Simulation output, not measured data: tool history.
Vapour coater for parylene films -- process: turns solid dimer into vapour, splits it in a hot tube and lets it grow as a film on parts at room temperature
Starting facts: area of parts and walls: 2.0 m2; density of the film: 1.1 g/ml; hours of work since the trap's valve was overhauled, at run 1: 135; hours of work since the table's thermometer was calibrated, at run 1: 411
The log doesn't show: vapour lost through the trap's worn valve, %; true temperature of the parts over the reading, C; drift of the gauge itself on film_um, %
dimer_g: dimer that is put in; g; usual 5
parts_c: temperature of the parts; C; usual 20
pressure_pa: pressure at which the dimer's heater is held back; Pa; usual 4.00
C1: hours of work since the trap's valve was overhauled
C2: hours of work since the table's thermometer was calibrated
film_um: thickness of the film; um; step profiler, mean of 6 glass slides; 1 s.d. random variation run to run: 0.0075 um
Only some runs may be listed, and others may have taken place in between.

{"run": 1, "hour": 0.0, "dimer_g": 5, "parts_c": 20, "pressure_pa": 4.0, "C1": 135, "C2": 411, "film_um": 1.686}
{"run": 2, "hour": 30.9, "dimer_g": 5, "parts_c": 20, "pressure_pa": 4.0, "C1": 151, "C2": 428, "film_um": 1.693}
{"run": 3, "hour": 62.6, "dimer_g": 5, "parts_c": 20, "pressure_pa": 4.0, "C1": 168, "C2": 445, "film_um": 1.67}
{"run": 4, "hour": 95.4, "dimer_g": 5, "parts_c": 20, "pressure_pa": 4.0, "C1": 186, "C2": 463, "film_um": 1.669}
{"run": 5, "hour": 125.6, "dimer_g": 5, "parts_c": 20, "pressure_pa": 4.0, "C1": 202, "C2": 479, "film_um": 1.671}
{"run": 6, "hour": 161.1, "dimer_g": 5, "parts_c": 20, "pressure_pa": 4.0, "C1": 221, "C2": 498, "film_um": 1.657}
{"run": 7, "hour": 184.7, "dimer_g": 5, "parts_c": 20, "pressure_pa": 4.0, "C1": 234, "C2": 511, "film_um": 1.664}
{"run": 8, "hour": 204.8, "dimer_g": 5, "parts_c": 20, "pressure_pa": 4.0, "C1": 245, "C2": 522, "film_um": 1.66}
{"run": 9, "hour": 228.3, "dimer_g": 5, "parts_c": 20, "pressure_pa": 4.0, "C1": 258, "C2": 534, "film_um": 1.654}
{"run": 10, "hour": 249.6, "dimer_g": 5, "parts_c": 20, "pressure_pa": 4.0, "C1": 269, "C2": 546, "film_um": 1.646}
{"hour": 291.7, "done": "trap's valve overhauled"}
{"run": 11, "hour": 298.3, "dimer_g": 5, "parts_c": 20, "pressure_pa": 4.0, "C1": 4, "C2": 570, "film_um": 1.749}
{"run": 12, "hour": 326.9, "dimer_g": 5, "parts_c": 20, "pressure_pa": 4.0, "C1": 19, "C2": 585, "film_um": 1.743}
{"run": 13, "hour": 356.4, "dimer_g": 2, "parts_c": 20, "pressure_pa": 4.0, "C1": 35, "C2": 601, "film_um": 0.686}
{"run": 14, "hour": 395.8, "dimer_g": 4, "parts_c": 20, "pressure_pa": 4.0, "C1": 56, "C2": 623, "film_um": 1.376}
{"run": 15, "hour": 433.4, "dimer_g": 4, "parts_c": 20, "pressure_pa": 4.0, "C1": 76, "C2": 643, "film_um": 1.366}
{"run": 16, "hour": 470.8, "dimer_g": 4, "parts_c": 20, "pressure_pa": 4.0, "C1": 97, "C2": 663, "film_um": 1.372}
{"run": 17, "hour": 492.9, "dimer_g": 3, "parts_c": 30, "pressure_pa": 4.0, "C1": 109, "C2": 675, "film_um": 0.714}
{"run": 18, "hour": 511.7, "dimer_g": 8, "parts_c": 29, "pressure_pa": 9.63, "C1": 119, "C2": 685, "film_um": 1.664}
{"hour": 516.8, "done": "table's thermometer calibrated"}
{"run": 19, "hour": 544.4, "dimer_g": 8, "parts_c": 29, "pressure_pa": 9.63, "C1": 136, "C2": 15, "film_um": 1.638}
{"run": 20, "hour": 589.8, "dimer_g": 5, "parts_c": 24, "pressure_pa": 3.73, "C1": 160, "C2": 39, "film_um": 1.487}
{"run": 21, "hour": 618.3, "dimer_g": 7, "parts_c": 25, "pressure_pa": 3.21, "C1": 176, "C2": 55, "film_um": 2.052}
{"run": 22, "hour": 659.1, "dimer_g": 7, "parts_c": 25, "pressure_pa": 3.21, "C1": 198, "C2": 77, "film_um": 2.04}
{"run": 23, "hour": 679.1, "dimer_g": 6, "parts_c": 18, "pressure_pa": 3.15, "C1": 208, "C2": 88, "film_um": 2.263}
{"run": 24, "hour": 699.6, "dimer_g": 4, "parts_c": 14, "pressure_pa": 2.25, "C1": 220, "C2": 99, "film_um": 1.691}
{"run": 25, "hour": 730.1, "dimer_g": 4, "parts_c": 14, "pressure_pa": 2.25, "C1": 236, "C2": 115, "film_um": 1.68}
{"hour": 762.1, "done": "table's thermometer calibrated, once more"}
{"run": 26, "hour": 773.6, "dimer_g": 4, "parts_c": 14, "pressure_pa": 2.25, "C1": 259, "C2": 6, "film_um": 1.676}
{"run": 27, "hour": 805.4, "dimer_g": 4, "parts_c": 13, "pressure_pa": 5.95, "C1": 276, "C2": 23, "film_um": 1.579}
{"hour": 833.2, "done": "trap's valve overhauled"}
{"run": 28, "hour": 841.7, "dimer_g": 4, "parts_c": 13, "pressure_pa": 5.95, "C1": 5, "C2": 41, "film_um": 1.675}
{"run": 29, "hour": 884.5, "dimer_g": 5, "parts_c": 20, "pressure_pa": 7.22, "C1": 28, "C2": 64, "film_um": 1.538}
{"run": 30, "hour": 923.5, "dimer_g": 5, "parts_c": 20, "pressure_pa": 7.22, "C1": 49, "C2": 85, "film_um": 1.55}
{"run": 31, "hour": 965.8, "dimer_g": 5, "parts_c": 20, "pressure_pa": 7.22, "C1": 72, "C2": 108, "film_um": 1.527}
{"run": 32, "hour": 996.9, "dimer_g": 5, "parts_c": 20, "pressure_pa": 7.22, "C1": 88, "C2": 125, "film_um": 1.535}

Below, some changes in film_um between adjacent runs. For each, the amount present without the hidden state too (settings, incoming material, random variation) and the amount remaining for the hidden state with gauge scatter not shared by both compared results:
Run 10 -> 11: trap's valve overhauled. film_um +0.103 um: hidden state +0.111, all else -0.008.
Run 12 -> 13: dimer_g 5 -> 2. film_um -1.057 um: hidden state +0.007, all else -1.064.
Run 13 -> 14: dimer_g 2 -> 4. film_um +0.690 um: hidden state -0.015, all else +0.705.
Run 17 -> 18: dimer_g 3 -> 8, parts_c 30 -> 29, pressure_pa 4.00 -> 9.63. film_um +0.950 um: hidden state -0.032, all else +0.982.
Run 27 -> 28: trap's valve overhauled. film_um +0.096 um: hidden state +0.096, all else +0.000.

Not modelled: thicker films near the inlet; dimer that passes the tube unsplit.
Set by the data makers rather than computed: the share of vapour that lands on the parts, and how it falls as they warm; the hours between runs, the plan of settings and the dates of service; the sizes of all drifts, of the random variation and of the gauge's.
